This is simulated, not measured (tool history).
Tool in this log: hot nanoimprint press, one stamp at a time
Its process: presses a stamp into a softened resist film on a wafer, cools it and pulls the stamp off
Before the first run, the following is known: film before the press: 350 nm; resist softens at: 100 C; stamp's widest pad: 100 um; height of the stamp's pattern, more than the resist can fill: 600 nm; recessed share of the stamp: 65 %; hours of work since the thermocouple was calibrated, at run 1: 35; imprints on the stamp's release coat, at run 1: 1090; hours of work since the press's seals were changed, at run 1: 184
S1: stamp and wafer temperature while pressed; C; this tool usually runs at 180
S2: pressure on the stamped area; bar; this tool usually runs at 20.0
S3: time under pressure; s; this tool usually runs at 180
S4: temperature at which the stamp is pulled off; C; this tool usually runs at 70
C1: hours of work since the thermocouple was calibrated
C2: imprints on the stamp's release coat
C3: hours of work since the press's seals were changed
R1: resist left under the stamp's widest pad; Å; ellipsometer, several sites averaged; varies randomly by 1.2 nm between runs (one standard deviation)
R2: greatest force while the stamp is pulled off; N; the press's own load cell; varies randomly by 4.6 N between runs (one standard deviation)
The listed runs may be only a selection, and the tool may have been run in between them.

| run | hour | S1 | S2 | S3 | S4 | C1 | C2 | C3 | R1 | R2 |
|---|---|---|---|---|---|---|---|---|---|---|
| 1 | 0.0 | 180 | 20.0 | 180 | 70 | 35 | 1090 | 184 | 1842 | 242 |
| 2 | 8.2 | 180 | 20.0 | 180 | 70 | 40 | 1107 | 189 | 1821 | 245 |
| 3 | 18.1 | 180 | 20.0 | 180 | 70 | 46 | 1127 | 195 | 1835 | 253 |
| 4 | 31.0 | 180 | 20.0 | 180 | 70 | 53 | 1153 | 202 | 1829 | 252 |
| 5 | 45.3 | 180 | 20.0 | 180 | 70 | 62 | 1182 | 211 | 1836 | 252 |
| 6 | 56.0 | 180 | 20.0 | 180 | 70 | 69 | 1204 | 217 | 1844 | 244 |
| 7 | 65.9 | 180 | 20.0 | 180 | 70 | 75 | 1224 | 223 | 1799 | 248 |
| 8 | 83.2 | 180 | 20.0 | 180 | 70 | 85 | 1259 | 234 | 1826 | 256 |
| 9 | 100.8 | 180 | 20.0 | 153 | 70 | 95 | 1295 | 244 | 1927 | 253 |
| 10 | 118.5 | 180 | 20.0 | 153 | 70 | 106 | 1331 | 255 | 1925 | 251 |
| 11 | 132.9 | 180 | 20.0 | 153 | 70 | 115 | 1360 | 264 | 1939 | 256 |
| 12 | 147.5 | 180 | 20.0 | 180 | 72 | 124 | 1390 | 272 | 1813 | 251 |
|  | 152.0 | plate thermocouple calibrated |
| 13 | 166.1 | 180 | 20.0 | 180 | 72 | 9 | 1422 | 282 | 1816 | 245 |
| 14 | 177.9 | 180 | 20.0 | 180 | 72 | 16 | 1446 | 289 | 1837 | 249 |
|  | 190.1 | stamp cleaned and given a new release coat |
| 15 | 193.5 | 180 | 20.0 | 180 | 72 | 21 | 7 | 295 | 1793 | 221 |
| 16 | 201.5 | 180 | 20.0 | 180 | 72 | 26 | 23 | 299 | 1834 | 211 |
| 17 | 211.5 | 180 | 12.2 | 180 | 72 | 32 | 44 | 305 | 2151 | 211 |
|  | 220.2 | plate thermocouple calibrated, once more |
| 18 | 230.7 | 180 | 12.2 | 180 | 72 | 6 | 77 | 315 | 2175 | 213 |
| 19 | 242.8 | 180 | 20.0 | 180 | 69 | 14 | 101 | 323 | 1824 | 230 |
| 20 | 255.6 | 180 | 20.0 | 180 | 69 | 21 | 127 | 330 | 1850 | 227 |
| 21 | 268.0 | 177 | 20.0 | 180 | 77 | 29 | 153 | 338 | 2104 | 192 |
| 22 | 282.2 | 177 | 20.0 | 102 | 77 | 37 | 181 | 346 | 2446 | 197 |
| 23 | 296.4 | 177 | 20.0 | 172 | 66 | 46 | 210 | 355 | 2133 | 241 |
| 24 | 306.3 | 177 | 20.0 | 172 | 66 | 52 | 231 | 361 | 2138 | 240 |
| 25 | 325.5 | 177 | 20.0 | 172 | 66 | 63 | 269 | 372 | 2115 | 248 |
| 26 | 337.8 | 175 | 12.3 | 137 | 70 | 71 | 294 | 380 | 2739 | 226 |
| 27 | 356.3 | 178 | 17.0 | 219 | 69 | 82 | 332 | 391 | 1981 | 237 |
| 28 | 372.9 | 178 | 16.7 | 197 | 69 | 92 | 366 | 401 | 2045 | 235 |
| 29 | 388.9 | 191 | 12.3 | 168 | 68 | 102 | 399 | 410 | 1363 | 230 |

Below, each run's measurement less what the same run would have read without the hidden state. Both values contain the same run-to-run variation, but the gauge's scatter may not be the same in both:
What the log doesn't record here: true temperature over the reading, C; pressure that arrives at the usual setting, %; grip of the stamp's worn release coat, % over a new coat's; drift of the gauge itself on residual_nm, %; drift of the gauge itself on pull_off_n, %.
| run | R1 | R2 |
|---|---|---|
| 1 | +1 | +24 |
| 2 | +0 | +24 |
| 3 | -1 | +25 |
| 4 | -1 | +26 |
| 5 | -3 | +26 |
| 6 | -2 | +25 |
| 7 | -4 | +27 |
| 8 | -5 | +28 |
| 9 | -6 | +29 |
| 10 | -7 | +28 |
| 11 | -8 | +29 |
| 12 | -8 | +30 |
| 13 | -15 | +29 |
| 14 | -16 | +30 |
| 15 | -16 | -2 |
| 16 | -16 | -1 |
| 17 | -22 | -1 |
| 18 | -3 | +1 |
| 19 | +1 | +2 |
| 20 | +1 | +2 |
| 21 | -1 | +2 |
| 22 | -1 | +2 |
| 23 | -2 | +4 |
| 24 | -3 | +4 |
| 25 | -4 | +6 |
| 26 | -9 | +5 |
| 27 | -8 | +7 |
| 28 | -9 | +6 |
| 29 | -10 | +7 |
